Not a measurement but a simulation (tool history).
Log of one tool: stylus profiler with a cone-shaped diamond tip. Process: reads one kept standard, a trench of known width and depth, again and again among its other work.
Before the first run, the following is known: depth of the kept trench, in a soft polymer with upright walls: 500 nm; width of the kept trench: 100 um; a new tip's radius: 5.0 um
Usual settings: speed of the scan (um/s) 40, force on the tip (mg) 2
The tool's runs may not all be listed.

run,hour,speed of the scan (um/s),force on the tip (mg),depth of the trench (angstrom),width of the trench's floor (nm)
1,0,40,2,5027.7,95480
2,88.8,112,2,5028.8,95130
3,154.7,112,2,5029.8,95130
4,260.9,14,2,5031,95520
5,374.7,74,2,5026.6,95300
6,433.7,40,2,5026.3,95500
7,537.9,40,2,5027.2,95420
8,621.1,40,2,5029.4,95460
9,687.9,40,5.86,5057,95460
10,755.7,40,1.21,5020.8,95340
11,806.9,40,1.21,5018.4,95380
12,893.3,40,4.99,5052.5,95460
13,983,19,4.99,5051.4,95510
14,1031.7,40,2,5028.6,95420
15,1127.1,40,2,5027.6,95420
16,1182.1,122,2,5029.6,95100
# hour 1240: height scale calibrated on a step standard
17,1291.9,28,2,5027.7,95510
18,1356.7,75,0.88,5015.1,95120
19,1443.9,18,5.8,5056.4,95540
20,1507.1,42,5.78,5059.2,95530
21,1593.5,68,0.78,5015.6,95150
22,1665,24,0.69,5015.9,95440
23,1731,50,1.49,5022.5,95340
24,1798.9,15,3.15,5039.6,95640
25,1897.1,10,4.33,5046.2,95570
26,1965.2,10,4.33,5044.1,95590
27,2014.3,10,4.33,5045.6,95600
28,2077.3,10,4.33,5047,95610
29,2127.8,60,1.64,5024.7,95330
30,2226.1,30,0.78,5014.9,95360
31,2309.5,15,1.76,5026.4,95590
32,2372.7,15,1.76,5025.8,95480
# hour 2406.4: new tip fitted, height scale calibrated
33,2442.2,43,4.11,5044.9,95500

Consider 3 possible next runs. They are alternatives, not a sequence: every one starts from the tool as it was left by run 33. What does each give?
A,2533.3,46,0.9,?,?
B,2533.3,11,1.29,?,?
C,2533.3,88,5.2,?,?

run,depth of the trench (angstrom),width of the trench's floor (nm)
A,5015.9,95290
B,5019.4,95550
C,5054.5,95390
With the hidden condition removed and each run's random variation left untouched, the same runs would have given:
run,depth of the trench (angstrom),width of the trench's floor (nm)
A,5015.9,95290
B,5019.4,95550
C,5054.5,95390

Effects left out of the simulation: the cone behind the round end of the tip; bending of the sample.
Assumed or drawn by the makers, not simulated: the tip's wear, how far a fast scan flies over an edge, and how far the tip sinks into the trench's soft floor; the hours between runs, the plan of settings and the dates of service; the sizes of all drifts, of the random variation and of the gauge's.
